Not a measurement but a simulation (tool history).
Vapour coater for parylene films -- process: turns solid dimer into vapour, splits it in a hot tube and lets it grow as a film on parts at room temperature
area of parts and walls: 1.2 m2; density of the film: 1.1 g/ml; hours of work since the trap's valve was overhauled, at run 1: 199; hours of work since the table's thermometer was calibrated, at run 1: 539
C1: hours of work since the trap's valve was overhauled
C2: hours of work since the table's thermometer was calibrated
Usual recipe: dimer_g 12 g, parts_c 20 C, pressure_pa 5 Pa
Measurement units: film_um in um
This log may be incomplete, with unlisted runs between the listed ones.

run 1 hour=0 | dimer_g=12 parts_c=20 pressure_pa=5 | C1=199 C2=539 | film_um=7.01
run 2 hour=14 | dimer_g=12 parts_c=20 pressure_pa=6.2 | C1=208 C2=547 | film_um=6.65
run 3 hour=40.5 | dimer_g=12 parts_c=20 pressure_pa=5 | C1=225 C2=564 | film_um=6.97
run 4 hour=67 | dimer_g=12 parts_c=20 pressure_pa=5 | C1=242 C2=581 | film_um=7.01
run 5 hour=93 | dimer_g=12 parts_c=20 pressure_pa=5 | C1=258 C2=597 | film_um=6.98
run 6 hour=111.4 | dimer_g=12 parts_c=20 pressure_pa=5 | C1=269 C2=609 | film_um=7.05
run 7 hour=133.7 | dimer_g=12 parts_c=20 pressure_pa=5 | C1=284 C2=623 | film_um=7.02
run 8 hour=152.2 | dimer_g=12 parts_c=20 pressure_pa=5 | C1=295 C2=634 | film_um=7.04
run 9 hour=166.3 | dimer_g=12 parts_c=20 pressure_pa=5 | C1=304 C2=643 | film_um=6.86
-- hour=186.7 trap's valve overhauled
run 10 hour=189.5 | dimer_g=12 parts_c=20 pressure_pa=5 | C1=2 C2=655 | film_um=6.99
run 11 hour=217.5 | dimer_g=12 parts_c=20 pressure_pa=5 | C1=19 C2=673 | film_um=7.09
run 12 hour=231.8 | dimer_g=12 parts_c=20 pressure_pa=5 | C1=28 C2=682 | film_um=6.9
run 13 hour=260.4 | dimer_g=12 parts_c=20 pressure_pa=5 | C1=46 C2=700 | film_um=7.04
run 14 hour=284.2 | dimer_g=5 parts_c=20 pressure_pa=5 | C1=61 C2=715 | film_um=2.91
run 15 hour=303.6 | dimer_g=12 parts_c=20 pressure_pa=5 | C1=74 C2=727 | film_um=7.08
run 16 hour=333.9 | dimer_g=12 parts_c=25 pressure_pa=5 | C1=93 C2=746 | film_um=5.67
run 17 hour=353.1 | dimer_g=12 parts_c=25 pressure_pa=5 | C1=105 C2=758 | film_um=5.69
run 18 hour=369 | dimer_g=12 parts_c=25 pressure_pa=5 | C1=115 C2=768 | film_um=5.65
run 19 hour=398.8 | dimer_g=12 parts_c=25 pressure_pa=5 | C1=133 C2=787 | film_um=5.6
run 20 hour=411.8 | dimer_g=12 parts_c=25 pressure_pa=5 | C1=142 C2=795 | film_um=5.57
run 21 hour=425.7 | dimer_g=12 parts_c=25 pressure_pa=5 | C1=150 C2=804 | film_um=5.66
run 22 hour=444.7 | dimer_g=12 parts_c=20 pressure_pa=5 | C1=162 C2=816 | film_um=7.06
run 23 hour=473.1 | dimer_g=12 parts_c=20 pressure_pa=5 | C1=180 C2=834 | film_um=6.94
run 24 hour=498.1 | dimer_g=9 parts_c=30 pressure_pa=5.43 | C1=196 C2=850 | film_um=3.35
run 25 hour=510.6 | dimer_g=12 parts_c=21 pressure_pa=5 | C1=204 C2=857 | film_um=6.74
run 26 hour=538 | dimer_g=12 parts_c=26 pressure_pa=7.58 | C1=221 C2=875 | film_um=5.04
run 27 hour=567.8 | dimer_g=12 parts_c=12 pressure_pa=2.6 | C1=240 C2=893 | film_um=9.05
run 28 hour=580.9 | dimer_g=11 parts_c=15 pressure_pa=5 | C1=248 C2=902 | film_um=7.97
run 29 hour=606.4 | dimer_g=11 parts_c=15 pressure_pa=5 | C1=264 C2=918 | film_um=7.8
run 30 hour=635.4 | dimer_g=12 parts_c=21 pressure_pa=5 | C1=282 C2=936 | film_um=6.74
run 31 hour=662.7 | dimer_g=15 parts_c=18 pressure_pa=2.08 | C1=299 C2=953 | film_um=11.16
run 32 hour=680.6 | dimer_g=5 parts_c=19 pressure_pa=5.09 | C1=311 C2=964 | film_um=3.02
-- hour=689.3 trap's valve overhauled
run 33 hour=713.2 | dimer_g=16 parts_c=15 pressure_pa=2.37 | C1=15 C2=982 | film_um=11.8
run 34 hour=741.1 | dimer_g=16 parts_c=15 pressure_pa=2.37 | C1=33 C2=1000 | film_um=11.84
run 35 hour=757.2 | dimer_g=16 parts_c=15 pressure_pa=2.37 | C1=43 C2=1010 | film_um=11.77
run 36 hour=777.6 | dimer_g=13 parts_c=16 pressure_pa=5 | C1=56 C2=1023 | film_um=9
run 37 hour=805 | dimer_g=11 parts_c=20 pressure_pa=5 | C1=73 C2=1040 | film_um=6.47
run 38 hour=823.2 | dimer_g=12 parts_c=23 pressure_pa=5 | C1=84 C2=1052 | film_um=6.24
run 39 hour=846.9 | dimer_g=20 parts_c=30 pressure_pa=3.16 | C1=99 C2=1067 | film_um=8.59
run 40 hour=864 | dimer_g=20 parts_c=30 pressure_pa=3.16 | C1=110 C2=1077 | film_um=8.39
run 41 hour=887.9 | dimer_g=20 parts_c=22 pressure_pa=3.16 | C1=125 C2=1092 | film_um=11.76
run 42 hour=910.9 | dimer_g=20 parts_c=22 pressure_pa=3.16 | C1=139 C2=1107 | film_um=11.85
run 43 hour=931.1 | dimer_g=11 parts_c=20 pressure_pa=4.84 | C1=152 C2=1120 | film_um=6.45
run 44 hour=944.8 | dimer_g=11 parts_c=20 pressure_pa=4.84 | C1=161 C2=1128 | film_um=6.46
run 45 hour=975 | dimer_g=11 parts_c=20 pressure_pa=4.84 | C1=180 C2=1147 | film_um=6.49
run 46 hour=990.6 | dimer_g=15 parts_c=17 pressure_pa=4.84 | C1=190 C2=1157 | film_um=10.02

Each row is a separate what-if for the run after 46, all from the same tool condition, not one after another. Results?
run A hour=1009.4 | dimer_g=12 parts_c=19 pressure_pa=5.65 | C1=201 C2=1169 | film_um=?
run B hour=1009.4 | dimer_g=15 parts_c=25 pressure_pa=4.19 | C1=201 C2=1169 | film_um=?
run C hour=1009.4 | dimer_g=8 parts_c=17 pressure_pa=7.12 | C1=201 C2=1169 | film_um=?
run D hour=1009.4 | dimer_g=21 parts_c=17 pressure_pa=4.84 | C1=201 C2=1169 | film_um=?
run E hour=1009.4 | dimer_g=12 parts_c=14 pressure_pa=3.11 | C1=201 C2=1169 | film_um=?

run=A film_um=7.11
run=B film_um=7.35
run=C film_um=4.75
run=D film_um=14.07
run=E film_um=8.82
The same runs, with their run-to-run variation unchanged, on a tool lacking any hidden condition would have given:
run=A film_um=7.14
run=B film_um=7.39
run=C film_um=4.77
run=D film_um=14.13
run=E film_um=8.85
